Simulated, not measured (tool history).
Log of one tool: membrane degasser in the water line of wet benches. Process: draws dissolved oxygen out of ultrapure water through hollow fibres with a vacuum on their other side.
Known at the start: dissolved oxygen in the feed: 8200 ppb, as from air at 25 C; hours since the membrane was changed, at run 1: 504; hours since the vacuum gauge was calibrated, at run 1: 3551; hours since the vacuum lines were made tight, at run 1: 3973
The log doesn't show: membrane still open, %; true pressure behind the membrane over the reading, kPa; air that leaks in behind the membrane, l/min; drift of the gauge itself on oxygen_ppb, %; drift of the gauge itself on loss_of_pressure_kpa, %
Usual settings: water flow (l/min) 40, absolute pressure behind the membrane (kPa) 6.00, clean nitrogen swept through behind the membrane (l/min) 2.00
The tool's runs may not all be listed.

run	day	water flow (l/min)	absolute pressure behind the membrane (kPa)	clean nitrogen swept through behind the membrane (l/min)	hours since the membrane was changed	hours since the vacuum gauge was calibrated	hours since the vacuum lines were made tight	dissolved oxygen in the water behind the degasser (ppb)	pressure that the water loses in the fibres (kPa)
1	0.000	40	6.00	2.00	504	3551	3973	145.6	43.64
2	2.975	35	6.00	2.00	575	3623	4044	124.8	38.53
3	5.708	40	14.68	2.00	641	3688	4110	509.9	44.18
4	7.817	40	14.68	2.00	692	3739	4161	507.9	43.85
5	9.671	63	6.00	2.00	736	3783	4205	281.0	68.96
6	11.562	63	6.00	2.00	781	3829	4251	280.3	69.33
7	12.888	63	6.00	2.00	813	3860	4282	277.4	69.10
8	15.221	40	6.00	2.00	869	3917	4338	145.6	43.54
9	17.496	40	6.00	2.00	924	3971	4393	147.4	43.83
10	19.946	40	6.00	2.00	983	4030	4452	148.8	44.05
11	22.312	40	6.00	2.00	1039	4087	4509	147.9	43.70
12	25.108	40	14.20	2.00	1107	4154	4576	488.3	44.23
13	27.608	40	14.20	2.00	1167	4214	4636	487.4	44.03
14	30.608	40	6.00	2.00	1239	4286	4708	146.8	44.05
15	33.496	40	6.00	3.57	1308	4355	4777	95.4	43.90
16	36.754	40	6.00	3.57	1386	4433	4855	94.8	43.76
# day 38.917: vacuum gauge calibrated
17	39.029	56	6.00	4.69	1440	3	4909	148.4	61.55
18	41.062	56	6.00	4.69	1489	52	4958	149.5	61.80
19	43.212	28	13.16	1.20	1541	103	5010	501.0	30.92
20	45.933	46	8.60	1.54	1606	168	5075	375.4	51.00
# day 47.383: vacuum gauge calibrated, once more
21	47.812	35	3.90	2.00	1650	10	5120	38.4	38.35
22	50.325	56	7.26	5.03	1711	71	5180	171.3	61.25
23	52.112	40	6.00	1.23	1754	113	5223	205.8	43.91
24	53.679	51	13.20	1.23	1791	151	5260	810.6	55.81
25	56.362	51	13.20	1.23	1856	215	5325	803.9	55.83
26	57.908	56	14.31	4.43	1893	253	5362	381.4	61.88
27	59.542	56	14.31	4.43	1932	292	5401	377.7	61.65
28	61.308	27	4.66	2.00	1974	334	5443	49.6	29.89
29	64.138	47	4.66	2.00	2042	402	5511	112.4	51.86

3 ways to go on from here, each from the tool as it stands after run 29. What would each give?
A	66.038	47	5.29	2.00	2088	448	5557	?	?
B	66.038	61	11.27	2.68	2088	448	5557	?	?
C	66.038	41	10.52	3.43	2088	448	5557	?	?

run	dissolved oxygen in the water behind the degasser (ppb)	pressure that the water loses in the fibres (kPa)
A	141.7	51.60
B	463.6	67.15
C	220.3	45.14
Without the tool's hidden state the same runs would have given:
run	dissolved oxygen in the water behind the degasser (ppb)	pressure that the water loses in the fibres (kPa)
A	138.2	51.21
B	458.2	66.64
C	217.0	44.80
